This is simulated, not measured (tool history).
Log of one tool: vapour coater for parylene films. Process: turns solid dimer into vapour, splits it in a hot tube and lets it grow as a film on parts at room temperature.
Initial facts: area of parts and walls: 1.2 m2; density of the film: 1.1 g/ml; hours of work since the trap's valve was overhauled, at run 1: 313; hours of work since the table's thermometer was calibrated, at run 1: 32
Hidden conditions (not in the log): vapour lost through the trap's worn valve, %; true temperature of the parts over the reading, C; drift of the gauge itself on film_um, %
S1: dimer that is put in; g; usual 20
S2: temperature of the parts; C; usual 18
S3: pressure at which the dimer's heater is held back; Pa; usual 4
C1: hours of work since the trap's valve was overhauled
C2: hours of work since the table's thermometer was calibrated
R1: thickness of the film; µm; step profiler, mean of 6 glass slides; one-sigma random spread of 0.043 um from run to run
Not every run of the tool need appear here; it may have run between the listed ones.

Run 1, hour 0: usual settings; C1 313; C2 32. Result: R1 10.1 µm.
Run 2, hour 18.7: usual settings; C1 325; C2 44. Result: R1 9.97 µm.
Run 3, hour 48.6: usual settings; C1 345; C2 64. Result: R1 10.01 µm.
Run 4, hour 64.3: usual settings; C1 355; C2 74. Result: R1 10.05 µm.
Run 5, hour 90.8: usual settings; C1 373; C2 92. Result: R1 9.93 µm.
Run 6, hour 108.6: usual settings; C1 384; C2 103. Result: R1 10.06 µm.
Run 7, hour 134.9: usual settings; C1 402; C2 121. Result: R1 10.05 µm.
Run 8, hour 153.6: usual settings; C1 414; C2 133. Result: R1 9.99 µm.
Run 9, hour 171.4: usual settings but S3 4.57 Pa; C1 426; C2 145. Result: R1 9.71 µm.
Run 10, hour 199.8: usual settings but S2 11 C; C1 444; C2 163. Result: R1 11.45 µm.
Run 11, hour 218.5: usual settings but S2 11 C; C1 457; C2 176. Result: R1 11.43 µm.
Run 12, hour 243: usual settings but S2 11 C; C1 473; C2 192. Result: R1 11.39 µm.
Run 13, hour 270.5: usual settings but S2 11 C; C1 491; C2 210. Result: R1 11.44 µm.
At hour 286.8: trap's valve overhauled.
Run 14, hour 294: usual settings but S2 11 C; C1 5; C2 223. Result: R1 11.51 µm.
Run 15, hour 307.2: usual settings but S1 29 g; C1 13; C2 232. Result: R1 14.71 µm.
Run 16, hour 320.6: usual settings but S1 29 g; C1 22; C2 240. Result: R1 14.69 µm.
Run 17, hour 347: usual settings but S1 27 g; C1 40; C2 258. Result: R1 13.6 µm.
Run 18, hour 363.4: usual settings but S1 27 g; C1 51; C2 269. Result: R1 13.65 µm.
Run 19, hour 391.2: usual settings; C1 69; C2 287. Result: R1 10.13 µm.
Run 20, hour 422.4: usual settings; C1 89; C2 308. Result: R1 10.09 µm.
Run 21, hour 436.8: usual settings; C1 99; C2 317. Result: R1 10.1 µm.
Run 22, hour 466: usual settings; C1 118; C2 336. Result: R1 10.23 µm.
Run 23, hour 498.4: usual settings but S1 25 g; C1 140; C2 358. Result: R1 12.67 µm.
Run 24, hour 514.5: usual settings but S1 25 g; C1 150; C2 368. Result: R1 12.72 µm.
Run 25, hour 538.1: usual settings but S1 33 g, S2 13 C, S3 6.78 Pa; C1 166; C2 384. Result: R1 16.48 µm.
Run 26, hour 558.3: usual settings but S1 16 g, S2 21 C, S3 5.29 Pa; C1 179; C2 397. Result: R1 7.25 µm.
Run 27, hour 584.4: usual settings but S2 16 C, S3 2.13 Pa; C1 196; C2 415. Result: R1 11.99 µm.
Run 28, hour 615.7: usual settings but S1 33 g, S3 2.03 Pa; C1 217; C2 435. Result: R1 19.2 µm.
Run 29, hour 635: usual settings but S1 33 g, S3 2.03 Pa; C1 230; C2 448. Result: R1 19.13 µm.

For run 30, what comes out?
Run 30, hour 656.5: usual settings but S1 24 g, S2 28 C, S3 2.03 Pa; C1 244; C2 462. Result: R1 ?.

{"run 30": {"R1": 11.63}}
Were there no unlogged condition in the tool, this run, its random variation unchanged, would have produced R1 11.46 µm.
